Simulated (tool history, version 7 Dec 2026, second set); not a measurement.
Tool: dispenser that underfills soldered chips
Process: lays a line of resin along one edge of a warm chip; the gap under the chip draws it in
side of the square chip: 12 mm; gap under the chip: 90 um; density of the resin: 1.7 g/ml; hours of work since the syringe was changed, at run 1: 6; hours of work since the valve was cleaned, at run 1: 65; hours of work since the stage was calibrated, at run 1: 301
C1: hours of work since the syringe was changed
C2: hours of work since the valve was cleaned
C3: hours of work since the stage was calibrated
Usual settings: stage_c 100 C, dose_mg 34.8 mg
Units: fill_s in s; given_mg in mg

Run 1, hour 0.0: usual settings; C1 6; C2 65; C3 301. Result: fill_s 54.9 s, given_mg 32.55 mg.
At hour 2.3: dispensing valve cleaned and set on the balance.
At hour 5.6: new syringe of resin.
Run 2, hour 15.2: usual settings; C1 8; C2 10; C3 312. Result: fill_s 58.4 s, given_mg 34.45 mg.
At hour 18.5: new syringe of resin.
Run 3, hour 25.5: usual settings but stage_c 93 C; C1 6; C2 18; C3 320. Result: fill_s 65.8 s, given_mg 34.42 mg.
At hour 31.7: new syringe of resin.
Run 4, hour 38.9: usual settings but stage_c 93 C; C1 6; C2 28; C3 330. Result: fill_s 65.6 s, given_mg 34.11 mg.
At hour 44.3: new syringe of resin.
At hour 56.7: new syringe of resin.
Run 5, hour 56.7: usual settings but stage_c 93 C; C1 0; C2 42; C3 344. Result: fill_s 42.6 s, given_mg 33.36 mg.
At hour 69.8: new syringe of resin.
Run 6, hour 73.5: usual settings but stage_c 93 C; C1 3; C2 55; C3 357. Result: fill_s 53.2 s, given_mg 33.62 mg.
At hour 82.2: new syringe of resin.
At hour 88.8: dispensing valve cleaned and set on the balance.
Run 7, hour 91.8: usual settings but stage_c 93 C, dose_mg 36.5 mg; C1 7; C2 2; C3 370. Result: fill_s 71.1 s, given_mg 36.44 mg.
At hour 96.7: new syringe of resin.
Run 8, hour 100.3: usual settings but stage_c 93 C, dose_mg 36.5 mg; C1 3; C2 9; C3 376. Result: fill_s 53.1 s, given_mg 36.33 mg.
At hour 108.9: new syringe of resin.
Run 9, hour 111.3: usual settings but stage_c 93 C, dose_mg 36.5 mg; C1 2; C2 17; C3 385. Result: fill_s 47.2 s, given_mg 36.00 mg.
At hour 122.4: new syringe of resin.
Run 10, hour 127.2: usual settings but stage_c 104 C, dose_mg 30.5 mg; C1 4; C2 30; C3 397. Result: fill_s 37.3 s, given_mg 29.85 mg.
At hour 134.7: new syringe of resin.
Run 11, hour 140.0: usual settings but stage_c 103 C, dose_mg 32.8 mg; C1 4; C2 39; C3 407. Result: fill_s 40.9 s, given_mg 31.74 mg.

4 ways to go on from here, each from the tool as it stands after run 11. What would each give?
At hour 148.0: new syringe of resin.
Run A, hour 156.2: usual settings but dose_mg 35.4 mg; C1 6; C2 52; C3 419. Result: fill_s ?, given_mg ?.
At hour 148.0: new syringe of resin.
Run B, hour 156.2: usual settings but stage_c 107 C, dose_mg 33.2 mg; C1 6; C2 52; C3 419. Result: fill_s ?, given_mg ?.
At hour 148.0: new syringe of resin.
Run C, hour 156.2: usual settings but stage_c 106 C, dose_mg 32.8 mg; C1 6; C2 52; C3 419. Result: fill_s ?, given_mg ?.
At hour 148.0: new syringe of resin.
Run D, hour 156.2: usual settings but stage_c 106 C, dose_mg 35.4 mg; C1 6; C2 52; C3 419. Result: fill_s ?, given_mg ?.

run  fill_s  given_mg
  A    53.2     33.98
  B    41.2     31.94
  C    43.2     31.43
  D    42.7     33.86
Without the tool's hidden state the same runs would have given:
run  fill_s  given_mg
  A    34.5     35.45
  B    26.6     33.32
  C    27.9     32.80
  D    27.7     35.33

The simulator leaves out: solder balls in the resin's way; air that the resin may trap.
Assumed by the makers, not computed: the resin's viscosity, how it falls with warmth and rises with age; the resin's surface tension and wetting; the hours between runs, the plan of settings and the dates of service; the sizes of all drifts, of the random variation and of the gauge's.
